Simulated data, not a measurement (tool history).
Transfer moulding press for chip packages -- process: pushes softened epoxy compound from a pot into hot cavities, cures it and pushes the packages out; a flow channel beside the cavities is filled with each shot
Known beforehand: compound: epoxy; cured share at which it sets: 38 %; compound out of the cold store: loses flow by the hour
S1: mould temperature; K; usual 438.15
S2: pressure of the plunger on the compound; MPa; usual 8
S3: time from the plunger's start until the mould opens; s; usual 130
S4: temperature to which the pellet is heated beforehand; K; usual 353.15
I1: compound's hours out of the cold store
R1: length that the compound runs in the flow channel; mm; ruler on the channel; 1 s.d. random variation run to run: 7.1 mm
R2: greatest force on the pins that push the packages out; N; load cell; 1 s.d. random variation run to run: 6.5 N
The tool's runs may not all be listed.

run 1 day=0 | S1=438.15 S2=8 S3=130 S4=353.15 | I1=36.3 | R1=766 R2=258
run 2 day=1.425 | S1=442.15 S2=8 S3=130 S4=353.15 | I1=31.7 | R1=746 R2=335
run 3 day=2.55 | S1=442.15 S2=8 S3=130 S4=353.15 | I1=45.3 | R1=718 R2=398
run 4 day=3.154 | S1=442.15 S2=8 S3=130 S4=353.15 | I1=34.6 | R1=747 R2=433
run 5 day=3.825 | S1=442.15 S2=8 S3=130 S4=353.15 | I1=30.9 | R1=743 R2=442
run 6 day=4.533 | S1=438.15 S2=8 S3=130 S4=353.15 | I1=10.5 | R1=819 R2=532
run 7 day=5.571 | S1=438.15 S2=8 S3=130 S4=353.15 | I1=23.9 | R1=790 R2=514
run 8 day=6.904 | S1=438.15 S2=8 S3=130 S4=353.15 | I1=26.5 | R1=774 R2=580
run 9 day=8.15 | S1=445.15 S2=8 S3=130 S4=353.15 | I1=45.3 | R1=693 R2=446
run 10 day=8.85 | S1=445.15 S2=8 S3=130 S4=353.15 | I1=15.4 | R1=759 R2=464
run 11 day=9.908 | S1=440.15 S2=8 S3=130 S4=353.15 | I1=46.8 | R1=711 R2=314
run 12 day=10.883 | S1=440.15 S2=8 S3=130 S4=353.15 | I1=19.5 | R1=775 R2=387
run 13 day=11.7 | S1=438.15 S2=8 S3=130 S4=360.15 | I1=18.4 | R1=788 R2=469
run 14 day=12.283 | S1=438.15 S2=8 S3=130 S4=360.15 | I1=39.7 | R1=722 R2=453
run 15 day=13.033 | S1=438.15 S2=8 S3=130 S4=360.15 | I1=47.6 | R1=708 R2=484
run 16 day=14.279 | S1=437.15 S2=8 S3=130 S4=359.15 | I1=31.2 | R1=737 R2=546
run 17 day=14.879 | S1=438.15 S2=8.83 S3=160 S4=353.15 | I1=35.4 | R1=750 R2=447
run 18 day=16.188 | S1=437.15 S2=7.28 S3=160 S4=353.15 | I1=31.3 | R1=698 R2=270
run 19 day=17.167 | S1=437.15 S2=7.28 S3=160 S4=354.15 | I1=37.8 | R1=689 R2=348
run 20 day=17.921 | S1=437.15 S2=7.28 S3=117 S4=354.15 | I1=8.6 | R1=755 R2=579
run 21 day=19.017 | S1=437.15 S2=7.28 S3=117 S4=354.15 | I1=45.3 | R1=661 R2=583
run 22 day=20.196 | S1=438.15 S2=8.51 S3=138 S4=353.15 | I1=36.9 | R1=726 R2=484
run 23 day=21.496 | S1=439.15 S2=7.69 S3=112 S4=348.15 | I1=46.9 | R1=667 R2=623
run 24 day=22.096 | S1=438.15 S2=6.73 S3=112 S4=348.15 | I1=34.2 | R1=646 R2=651
run 25 day=23.217 | S1=438.15 S2=6.73 S3=112 S4=347.15 | I1=45.7 | R1=629 R2=441
run 26 day=23.862 | S1=431.15 S2=8.35 S3=149 S4=355.15 | I1=46.8 | R1=722 R2=499
run 27 day=25.212 | S1=446.15 S2=7.74 S3=130 S4=351.15 | I1=16.2 | R1=769 R2=384
run 28 day=25.962 | S1=438.15 S2=8 S3=143 S4=362.15 | I1=35.5 | R1=764 R2=449
run 29 day=26.621 | S1=438.15 S2=9.56 S3=130 S4=344.15 | I1=10.2 | R1=927 R2=520

Put back what was entered between runs (5 entries, withheld): which listed runs does each sit between, and how does the hidden state differ from the listed run before to the listed run after?
From run 7 to run 8: cavities cleaned with cleaning compound and waxed (day 6.483)
  true mould temperature over the reading, C: -0.6 -> -0.63; pressure that reaches the compound, % of what is set: 94.38 -> 93.63; grip of the stained cavities, % over clean ones': 99.2 -> 116.2
  measured minus no-state result, R1: -20 -> -23 mm; R2: +262 -> +318 N
From run 10 to run 11: cavities cleaned with cleaning compound and waxed, once more (day 9.246)
  true mould temperature over the reading, C: -0.66 -> -0.67; pressure that reaches the compound, % of what is set: 92.45 -> 91.82; grip of the stained cavities, % over clean ones': 111 -> 28.3
  measured minus no-state result, R1: -27 -> -28 mm; R2: +244 -> +72 N
From run 17 to run 18: cavities cleaned with cleaning compound and waxed (day 15.758)
  true mould temperature over the reading, C: -0.75 -> -0.77; pressure that reaches the compound, % of what is set: 88.79 -> 88.03; grip of the stained cavities, % over clean ones': 98.9 -> 19.5
  measured minus no-state result, R1: -43 -> -43 mm; R2: +224 -> +47 N
From run 24 to run 25: cavities cleaned with cleaning compound and waxed (day 22.262)
  true mould temperature over the reading, C: -0.87 -> -0.89; pressure that reaches the compound, % of what is set: 84.5 -> 83.83; grip of the stained cavities, % over clean ones': 101.6 -> 37.5
  measured minus no-state result, R1: -54 -> -54 mm; R2: +347 -> +139 N
From run 26 to run 27: plunger's sealing rings changed (day 24.971)
  true mould temperature over the reading, C: -0.9 -> -0.92; pressure that reaches the compound, % of what is set: 83.43 -> 99.79; grip of the stained cavities, % over clean ones': 56 -> 78.7
  measured minus no-state result, R1: -63 -> +3 mm; R2: +196 -> +170 N
